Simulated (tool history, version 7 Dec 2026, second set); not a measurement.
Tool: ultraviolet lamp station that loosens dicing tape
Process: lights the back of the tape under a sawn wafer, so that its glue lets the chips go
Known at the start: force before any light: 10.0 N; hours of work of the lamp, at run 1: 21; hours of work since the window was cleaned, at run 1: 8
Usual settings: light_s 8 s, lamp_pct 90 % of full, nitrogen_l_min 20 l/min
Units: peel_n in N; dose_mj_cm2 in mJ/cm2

run	day	light_s	lamp_pct	nitrogen_l_min	hours of work of the lamp	hours of work since the window was cleaned	peel_n	dose_mj_cm2
1	0	8	90	20	21	8	0.985	463
2	0.254	8	90	20	26	13	0.957	452
3	0.5	8	90	20	30	17	0.987	452
4	0.75	8	90	20	34	21	1.023	450
5	1.083	8	100	20	40	27	0.809	503
6	1.417	8	100	20	46	33	0.814	492
7	1.642	8	71	20	50	37	1.617	346
8	1.871	8	90	20	54	41	1.058	437
9	2.229	8	90	20	60	47	1.057	437
10	2.5	8	90	20	65	52	1.084	434
11	2.892	8	90	20	72	59	1.118	430
12	3.075	8	90	20	75	62	1.062	428
13	3.433	8	90	20	81	68	1.107	420
14	3.717	8	65	20	86	73	2.012	306
15	4.042	8	65	20	92	79	2.057	301
16	4.212	8	65	20	95	82	2.089	304
17	4.425	8	90	20	98	85	1.202	414
18	4.746	8	89	20	104	91	1.255	405
19	5.075	8	89	20	110	97	1.235	409
20	5.308	8	90	20	114	101	1.262	403
21	5.542	4	90	20	118	105	3.472	203
22	5.804	8	90	20	122	109	1.231	403
23	5.979	12	90	23	125	112	0.472	598
24	6.379	8	80	25	132	119	1.485	352
25	6.658	6	90	19	137	124	2.197	296
26	6.971	6	95	19	143	130	2.004	310
27	7.154	10	65	21	146	133	1.571	347
28	7.504	14	60	13	152	139	1.15	440
29	7.688	5	82	31	155	142	2.915	221
# day 7.725: window cleaned of glue's vapour
30	8.062	5	61	17	161	6	4.496	157
31	8.421	9	62	37	167	12	1.943	283
# day 8.475: window cleaned of glue's vapour, once more
32	8.683	9	62	16	172	4	1.977	323
33	9.017	6	62	34	177	9	2.911	217
34	9.279	11	62	32	182	14	1.149	385
35	9.662	11	62	32	189	21	1.154	377
36	10	11	62	32	195	27	1.215	379
37	10.404	11	72	32	202	34	0.891	436
38	10.617	11	72	32	205	37	0.925	432
39	10.988	11	72	32	212	44	0.912	431
40	11.154	9	93	8	215	47	1.458	456
41	11.558	9	93	8	222	54	1.473	443
42	11.875	9	93	8	227	59	1.502	443
43	12.167	6	90	22	232	64	2.21	284
44	12.562	11	71	13	239	71	1.418	404

Forecast each of these 3 alternatives for the next run:
A	12.758	11	87	27	243	75	?	?
B	12.758	8	76	20	243	75	?	?
C	12.758	6	78	23	243	75	?	?

run	peel_n	dose_mj_cm2
A	0.698	499
B	1.866	315
C	2.696	240
Without the tool's hidden state the same runs would have given:
run	peel_n	dose_mj_cm2
A	0.402	630
B	1.235	398
C	1.927	303
